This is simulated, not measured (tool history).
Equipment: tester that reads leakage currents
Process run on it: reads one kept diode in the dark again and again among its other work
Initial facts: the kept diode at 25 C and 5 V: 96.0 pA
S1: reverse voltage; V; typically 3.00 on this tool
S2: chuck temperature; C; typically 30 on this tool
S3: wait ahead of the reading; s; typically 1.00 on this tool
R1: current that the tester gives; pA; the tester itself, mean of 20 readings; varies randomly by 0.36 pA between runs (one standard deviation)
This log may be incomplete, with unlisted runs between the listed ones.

run	day	S1	S2	S3	R1
1	0.000	3.00	30	1.00	139.27
2	5.454	3.00	30	1.00	140.16
3	10.567	3.00	30	1.00	141.65
# day 13.058: chuck's temperature calibrated
4	13.500	3.00	30	1.00	119.56
5	19.567	3.00	30	1.00	121.23
6	23.133	3.00	30	1.00	122.17
7	26.783	3.00	35	1.00	193.43
8	33.433	3.00	35	1.00	196.83
9	37.254	3.00	33	1.00	165.44
10	43.246	3.00	33	1.00	168.41
# day 44.133: probe card cleaned and baked
11	46.871	3.00	33	1.00	168.61
12	50.438	2.97	47	3.93	564.28
# day 51.108: tester calibrated
13	55.479	1.25	48	1.47	402.75
14	61.262	1.88	32	1.00	125.95
15	67.038	1.88	32	1.00	126.93
16	70.158	1.88	32	1.00	127.92
17	72.971	3.71	27	0.96	114.81
# day 75.054: tester calibrated, once more
18	79.483	3.71	22	0.58	71.21
19	84.071	3.71	22	0.58	71.66
20	87.825	2.14	30	2.05	116.16
21	92.429	2.14	45	1.20	432.02
22	97.671	2.14	45	1.20	438.36

What if the next run were any one of these 3? Each begins from the tool's condition after run 22:
A	103.738	2.14	45	0.93	?
B	103.738	8.98	35	0.62	?
C	103.738	3.26	45	0.45	?

run	R1
A	444.00
B	389.92
C	550.08
Take away the tool's hidden state, keep each run's random variation, and the runs would have read:
run	R1
A	379.35
B	328.53
C	469.91

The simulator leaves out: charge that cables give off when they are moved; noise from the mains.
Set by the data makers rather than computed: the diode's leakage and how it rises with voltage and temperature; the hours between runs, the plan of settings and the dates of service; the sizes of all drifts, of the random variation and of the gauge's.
